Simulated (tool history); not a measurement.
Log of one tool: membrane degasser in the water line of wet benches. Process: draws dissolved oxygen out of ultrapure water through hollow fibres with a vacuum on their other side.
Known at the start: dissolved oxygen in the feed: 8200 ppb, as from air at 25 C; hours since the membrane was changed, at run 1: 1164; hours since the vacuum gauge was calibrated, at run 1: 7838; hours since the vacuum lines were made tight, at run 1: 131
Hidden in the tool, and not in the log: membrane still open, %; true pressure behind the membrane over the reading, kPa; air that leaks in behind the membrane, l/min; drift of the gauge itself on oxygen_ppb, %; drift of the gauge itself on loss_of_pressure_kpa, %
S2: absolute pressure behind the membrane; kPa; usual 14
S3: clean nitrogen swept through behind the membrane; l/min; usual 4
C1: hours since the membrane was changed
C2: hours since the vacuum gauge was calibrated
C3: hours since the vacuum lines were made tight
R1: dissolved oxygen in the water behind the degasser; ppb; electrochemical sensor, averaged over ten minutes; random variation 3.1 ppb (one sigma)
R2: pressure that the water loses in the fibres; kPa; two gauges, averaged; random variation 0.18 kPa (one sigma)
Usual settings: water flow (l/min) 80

run 1 hour=0 | water_flow_(l/min)=80 S2=14 S3=4 | C1=1164 C2=7838 C3=131 | R1=492.1 R2=32.59
run 2 hour=156.5 | water_flow_(l/min)=64 S2=14 S3=4 | C1=1320 C2=7995 C3=288 | R1=394.8 R2=26.32
run 3 hour=286.1 | water_flow_(l/min)=80 S2=14 S3=4 | C1=1450 C2=8125 C3=417 | R1=486.1 R2=32.56
run 4 hour=396.1 | water_flow_(l/min)=80 S2=14 S3=4 | C1=1560 C2=8235 C3=527 | R1=489 R2=32.98
run 5 hour=472.7 | water_flow_(l/min)=80 S2=14 S3=4 | C1=1636 C2=8311 C3=604 | R1=485 R2=32.46
run 6 hour=604.2 | water_flow_(l/min)=80 S2=14 S3=4 | C1=1768 C2=8443 C3=735 | R1=488 R2=32.53
-- hour=653.7 vacuum gauge calibrated
run 7 hour=718.9 | water_flow_(l/min)=64 S2=14 S3=4 | C1=1882 C2=65 C3=850 | R1=411 R2=26.28
run 8 hour=830 | water_flow_(l/min)=64 S2=14 S3=4 | C1=1993 C2=176 C3=961 | R1=409.7 R2=26.03
run 9 hour=959.5 | water_flow_(l/min)=64 S2=14 S3=4 | C1=2123 C2=306 C3=1090 | R1=414.4 R2=26.19
run 10 hour=1064.2 | water_flow_(l/min)=64 S2=14 S3=3.73 | C1=2227 C2=410 C3=1195 | R1=436.3 R2=26.3
run 11 hour=1143.5 | water_flow_(l/min)=64 S2=14 S3=3.73 | C1=2307 C2=490 C3=1274 | R1=439.4 R2=26.35
run 12 hour=1251.5 | water_flow_(l/min)=64 S2=14 S3=3.73 | C1=2415 C2=598 C3=1382 | R1=442 R2=26.4
run 13 hour=1406.8 | water_flow_(l/min)=80 S2=14 S3=4 | C1=2570 C2=753 C3=1538 | R1=497.7 R2=32.81
-- hour=1420.3 vacuum gauge calibrated, once more
run 14 hour=1503.3 | water_flow_(l/min)=80 S2=14 S3=4 | C1=2666 C2=83 C3=1634 | R1=465.9 R2=32.7
run 15 hour=1641.8 | water_flow_(l/min)=66 S2=23.9 S3=3.91 | C1=2805 C2=221 C3=1772 | R1=734.2 R2=26.93
run 16 hour=1734.6 | water_flow_(l/min)=80 S2=23.2 S3=4.22 | C1=2897 C2=314 C3=1865 | R1=788.4 R2=32.99
run 17 hour=1878.6 | water_flow_(l/min)=87 S2=11.7 S3=2.53 | C1=3041 C2=458 C3=2009 | R1=579.5 R2=35.89
run 18 hour=2028.9 | water_flow_(l/min)=87 S2=11.7 S3=2.53 | C1=3192 C2=609 C3=2159 | R1=577.4 R2=35.71
run 19 hour=2178.2 | water_flow_(l/min)=53 S2=11.7 S3=7.81 | C1=3341 C2=758 C3=2308 | R1=139.6 R2=21.97
run 20 hour=2279.8 | water_flow_(l/min)=112 S2=24.1 S3=2.18 | C1=3443 C2=860 C3=2410 | R1=1722.2 R2=46.1
run 21 hour=2388.1 | water_flow_(l/min)=121 S2=22.7 S3=2.18 | C1=3551 C2=968 C3=2518 | R1=1727.1 R2=49.88
run 22 hour=2532.9 | water_flow_(l/min)=121 S2=22.7 S3=2.18 | C1=3696 C2=1113 C3=2663 | R1=1733 R2=50.18

Run 23 comes next. What will it give?
run 23 hour=2669.7 | water_flow_(l/min)=121 S2=22.7 S3=2.18 | C1=3833 C2=1249 C3=2800 | R1=? R2=?

R1: 1734.9 ppb
R2: 50.01 kPa
Without the tool's hidden state the same run would have given R1 1725.3 ppb, R2 48.66 kPa.
